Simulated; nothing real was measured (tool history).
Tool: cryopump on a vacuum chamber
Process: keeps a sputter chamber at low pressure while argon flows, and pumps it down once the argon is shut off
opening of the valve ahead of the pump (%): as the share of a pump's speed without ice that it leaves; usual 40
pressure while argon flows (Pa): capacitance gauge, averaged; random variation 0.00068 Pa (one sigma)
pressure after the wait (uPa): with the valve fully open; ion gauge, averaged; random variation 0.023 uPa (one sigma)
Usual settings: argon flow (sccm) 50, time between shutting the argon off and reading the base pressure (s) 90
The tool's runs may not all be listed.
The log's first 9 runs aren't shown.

run,hour,argon flow (sccm),time between shutting the argon off and reading the base pressure (s),opening of the valve ahead of the pump (%),hours of work since the pump was warmed up and emptied,hours of work since the cold head was overhauled,hours of work since the chamber's fittings were tightened,pressure while argon flows (Pa),pressure after the wait (uPa)
10,815.2,50,90,40,745,1629,2073,0.1295,2.8
# hour 897.4: leaking fittings of the chamber tightened, without venting
11,910.8,50,90,40,783,1667,5,0.1295,0.82
12,989.8,50,90,40,815,1700,38,0.1323,0.88
13,1103.6,50,90,40,862,1747,85,0.1324,0.92
# hour 1157.9: pump warmed up, emptied and cooled again
14,1209.2,50,90,40,21,1788,126,0.1165,0.88
15,1262.6,50,90,40,43,1810,148,0.1184,0.86
16,1333.6,50,90,38,72,1839,177,0.1243,0.91
17,1431.7,39,90,40,112,1879,217,0.0922,0.94
18,1519.2,98,221,26,148,1915,253,0.3539,0.59
19,1578.9,33,219,58,173,1940,278,0.0559,0.64
20,1686.7,26,219,58,217,1984,322,0.043,0.64
21,1765.7,26,219,31,249,2016,354,0.0795,0.68
22,1866,26,219,31,291,2057,395,0.0803,0.77
23,1948.6,52,56,26,324,2091,429,0.1905,1.45
24,2062.6,50,90,32,371,2138,476,0.1515,1.21
25,2159.5,71,57,40,411,2178,516,0.1759,1.56
26,2217,92,268,21,435,2202,540,0.4192,0.86
27,2276.6,92,268,21,459,2226,564,0.4223,0.91
28,2366.3,77,25,17,496,2263,601,0.4331,2.8
29,2457.2,77,25,17,533,2300,638,0.4358,2.86
30,2525.4,50,28,19,561,2328,666,0.2551,2.74
31,2612.6,24,120,46,597,2364,702,0.0543,1.3
32,2679.3,24,120,46,624,2391,729,0.0546,1.35
33,2758.3,24,120,46,657,2424,762,0.0554,1.38

Forecast each of these 5 alternatives for the next run:
A,2864.4,56,94,46,700,2467,805,?,?
B,2864.4,81,120,46,700,2467,805,?,?
C,2864.4,21,49,32,700,2467,805,?,?
D,2864.4,52,120,33,700,2467,805,?,?
E,2864.4,96,90,40,700,2467,805,?,?

run,pressure while argon flows (Pa),pressure after the wait (uPa)
A,0.1302,1.57
B,0.1865,1.46
C,0.0676,2.01
D,0.162,1.49
E,0.2526,1.59
Without the tool's hidden state the same runs would have given:
run,pressure while argon flows (Pa),pressure after the wait (uPa)
A,0.1119,0.74
B,0.1603,0.62
C,0.0608,1.18
D,0.145,0.63
E,0.2212,0.74
